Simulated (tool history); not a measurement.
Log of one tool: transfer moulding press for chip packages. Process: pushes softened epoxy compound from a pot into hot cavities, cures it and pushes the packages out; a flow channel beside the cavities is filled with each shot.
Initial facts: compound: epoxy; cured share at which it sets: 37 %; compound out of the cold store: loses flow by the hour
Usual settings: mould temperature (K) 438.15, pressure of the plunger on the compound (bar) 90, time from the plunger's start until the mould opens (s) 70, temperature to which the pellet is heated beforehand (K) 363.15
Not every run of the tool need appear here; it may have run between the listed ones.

| run | day | mould temperature (K) | pressure of the plunger on the compound (bar) | time from the plunger's start until the mould opens (s) | temperature to which the pellet is heated beforehand (K) | incoming compound's hours out of the cold store | length that the compound runs in the flow channel (mm) | greatest force on the pins that push the packages out (N) |
|---|---|---|---|---|---|---|---|---|
| 1 | 0 | 438.15 | 90 | 70 | 363.15 | 41.6 | 525 | 552 |
|  | 0.362 | cavities cleaned with cleaning compound and waxed |
|  | 1.875 | cavities cleaned with cleaning compound and waxed |
| 2 | 3.029 | 438.15 | 90 | 70 | 363.15 | 24.8 | 563 | 562 |
|  | 3.425 | cavities cleaned with cleaning compound and waxed |
|  | 4.929 | cavities cleaned with cleaning compound and waxed |
|  | 6.371 | cavities cleaned with cleaning compound and waxed |
| 3 | 7.421 | 438.15 | 90 | 70 | 363.15 | 34.5 | 526 | 509 |
|  | 7.942 | cavities cleaned with cleaning compound and waxed |
|  | 9.525 | cavities cleaned with cleaning compound and waxed |
| 4 | 9.525 | 438.15 | 90 | 70 | 363.15 | 31.2 | 532 | 302 |
|  | 11.138 | cavities cleaned with cleaning compound and waxed |
| 5 | 11.871 | 438.15 | 90 | 70 | 363.15 | 30.7 | 528 | 488 |
|  | 12.775 | cavities cleaned with cleaning compound and waxed |
| 6 | 13.821 | 438.15 | 90 | 81 | 363.15 | 33.9 | 508 | 482 |
|  | 14.188 | cavities cleaned with cleaning compound and waxed |
|  | 14.604 | plunger's sealing rings changed |
|  | 15.708 | cavities cleaned with cleaning compound and waxed |
| 7 | 16.933 | 438.15 | 90 | 70 | 363.15 | 45.4 | 501 | 541 |
|  | 17.333 | cavities cleaned with cleaning compound and waxed |
|  | 18.904 | cavities cleaned with cleaning compound and waxed |
| 8 | 18.904 | 438.15 | 90 | 70 | 359.15 | 14.3 | 598 | 284 |
|  | 20.333 | cavities cleaned with cleaning compound and waxed |
|  | 21.008 | cavities cleaned with cleaning compound and waxed, once more |
| 9 | 21.454 | 438.15 | 90 | 70 | 359.15 | 41.6 | 505 | 407 |
|  | 22.333 | mould's thermocouples calibrated |
|  | 22.633 | cavities cleaned with cleaning compound and waxed |
|  | 24.108 | cavities cleaned with cleaning compound and waxed |
| 10 | 24.729 | 438.15 | 90 | 70 | 363.15 | 38.2 | 505 | 493 |
|  | 25.758 | cavities cleaned with cleaning compound and waxed |
|  | 27.333 | cavities cleaned with cleaning compound and waxed |
|  | 28.783 | cavities cleaned with cleaning compound and waxed |
|  | 29.171 | plunger's sealing rings changed |
| 11 | 29.225 | 430.15 | 90 | 70 | 363.15 | 35.4 | 546 | 638 |
|  | 30.329 | cavities cleaned with cleaning compound and waxed |
| 12 | 31.175 | 436.15 | 90 | 70 | 363.15 | 43.5 | 508 | 556 |
|  | 31.858 | cavities cleaned with cleaning compound and waxed |
|  | 33.362 | cavities cleaned with cleaning compound and waxed |
|  | 34.838 | cavities cleaned with cleaning compound and waxed |
| 13 | 34.838 | 436.15 | 101 | 66 | 363.15 | 21.2 | 601 | 363 |
|  | 36.567 | cavities cleaned with cleaning compound and waxed |
| 14 | 36.9 | 436.15 | 101 | 66 | 363.15 | 46.7 | 515 | 473 |
|  | 38.221 | cavities cleaned with cleaning compound and waxed |
|  | 39.75 | cavities cleaned with cleaning compound and waxed |
| 15 | 41.096 | 438.15 | 90 | 85 | 363.15 | 43.3 | 484 | 516 |
|  | 41.492 | cavities cleaned with cleaning compound and waxed |
|  | 42.917 | cavities cleaned with cleaning compound and waxed |
|  | 43.442 | plunger's sealing rings changed |
| 16 | 43.642 | 438.15 | 90 | 85 | 363.15 | 30.6 | 556 | 426 |
|  | 44.529 | cavities cleaned with cleaning compound and waxed |
|  | 46.183 | cavities cleaned with cleaning compound and waxed |
| 17 | 47.121 | 431.15 | 76.9 | 85 | 363.15 | 41.4 | 478 | 562 |
|  | 47.775 | cavities cleaned with cleaning compound and waxed |
|  | 49.358 | cavities cleaned with cleaning compound and waxed |
|  | 50.883 | cavities cleaned with cleaning compound and waxed |
| 18 | 50.883 | 431.15 | 77.2 | 51 | 369.15 | 8.6 | 581 | 881 |
|  | 52.462 | cavities cleaned with cleaning compound and waxed |
| 19 | 52.658 | 431.15 | 77.2 | 51 | 360.15 | 33.9 | 493 | 1001 |

Below are 5 alternative next runs, each starting from the tool's condition after run 19. Predict each:
|  | 54.017 | cavities cleaned with cleaning compound and waxed |
|  | 55.625 | cavities cleaned with cleaning compound and waxed |
| A | 56.717 | 431.15 | 98.6 | 51 | 364.15 | 43.3 | ? | ? |
|  | 54.017 | cavities cleaned with cleaning compound and waxed |
|  | 55.625 | cavities cleaned with cleaning compound and waxed |
| B | 56.717 | 431.15 | 68.3 | 69 | 360.15 | 34.7 | ? | ? |
|  | 54.017 | cavities cleaned with cleaning compound and waxed |
|  | 55.625 | cavities cleaned with cleaning compound and waxed |
| C | 56.717 | 436.15 | 98.6 | 70 | 372.15 | 42.6 | ? | ? |
|  | 54.017 | cavities cleaned with cleaning compound and waxed |
|  | 55.625 | cavities cleaned with cleaning compound and waxed |
| D | 56.717 | 443.15 | 77.2 | 102 | 360.15 | 13.6 | ? | ? |
|  | 54.017 | cavities cleaned with cleaning compound and waxed |
|  | 55.625 | cavities cleaned with cleaning compound and waxed |
| E | 56.717 | 438.15 | 90 | 81 | 362.15 | 23.6 | ? | ? |

| run | length that the compound runs in the flow channel (mm) | greatest force on the pins that push the packages out (N) |
|---|---|---|
| A | 512 | 1403 |
| B | 454 | 824 |
| C | 506 | 578 |
| D | 529 | 456 |
| E | 542 | 491 |
With the hidden condition removed and each run's random variation left untouched, the same runs would have given:
| run | length that the compound runs in the flow channel (mm) | greatest force on the pins that push the packages out (N) |
|---|---|---|
| A | 547 | 769 |
| B | 485 | 451 |
| C | 541 | 315 |
| D | 565 | 245 |
| E | 578 | 269 |
